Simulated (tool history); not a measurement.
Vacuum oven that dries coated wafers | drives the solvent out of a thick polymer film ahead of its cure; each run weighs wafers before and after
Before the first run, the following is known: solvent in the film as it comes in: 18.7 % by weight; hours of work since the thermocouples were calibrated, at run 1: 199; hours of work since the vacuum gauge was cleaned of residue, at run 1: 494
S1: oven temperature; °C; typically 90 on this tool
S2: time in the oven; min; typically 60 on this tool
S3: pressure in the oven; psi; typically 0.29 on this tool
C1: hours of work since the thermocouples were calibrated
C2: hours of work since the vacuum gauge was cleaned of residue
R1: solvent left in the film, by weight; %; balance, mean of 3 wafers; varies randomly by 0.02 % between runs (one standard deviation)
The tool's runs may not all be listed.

run	hour	S1	S2	S3	C1	C2	R1
1	0	90	60	0.29	199	494	1.39
2	34.7	90	85	0.29	223	518	0.83
3	67.4	90	85	0.29	246	541	0.81
4	101.3	90	85	0.29	270	565	0.86
5	121.4	90	85	0.29	284	579	0.85
6	155.5	90	85	0.29	308	602	0.85
7	179.6	90	85	0.29	325	619	0.84
8	206.1	90	85	0.29	343	638	0.84
9	233.3	90	85	0.29	362	657	0.82
10	263.9	90	60	0.29	384	678	1.38
11	287.5	90	60	0.29	400	695	1.37
12	309.8	90	60	0.29	416	710	1.42
13	334.1	90	60	0.396	433	727	1.52
14	349.4	90	60	0.396	443	738	1.55
15	382	90	60	0.29	466	761	1.37
16	407.2	90	60	0.29	484	779	1.38
17	433.3	90	60	0.29	502	797	1.36
18	452.4	90	60	0.29	516	810	1.35
19	471	88	51	0.226	529	823	2.04
20	502.2	91	55	0.29	550	845	1.41
21	528.9	76	34	0.167	569	864	7.09
22	558.1	84	79	0.223	590	884	1.45
23	588.8	83	93	0.223	611	906	1.26
24	606	83	93	0.223	623	918	1.24
25	637.2	95	32	0.186	645	940	2.29
26	661.3	95	32	0.869	662	956	3.27
27	680.1	90	46	0.29	675	970	2.09
28	698.8	103	60	0.274	688	983	0.48
# hour 727.7: oven's thermocouples calibrated
29	734.4	83	66	0.181	5	1006	2.16
30	766.6	89	42	0.29	27	1029	2.82
31	784.7	89	42	0.29	40	1041	2.83
32	810.2	102	72	0.29	58	1059	0.45
33	831.2	81	72	1.111	72	1074	4.55
34	861.4	81	72	1.111	94	1095	4.5
35	888.6	81	72	1.111	113	1114	4.56
36	913.3	91	60	0.415	130	1131	1.57

Below are 4 alternative next runs, each starting from the tool's condition after run 36. Predict each:
A	930	84	60	0.19	142	1143	?
B	930	90	38	0.843	142	1143	?
C	930	94	73	0.27	142	1143	?
D	930	90	60	1.098	142	1143	?

run	R1
A	2.28
B	3.89
C	0.75
D	2.93
With no hidden state in the tool, these same runs would have given:
run	R1
A	2.11
B	3.76
C	0.62
D	2.78
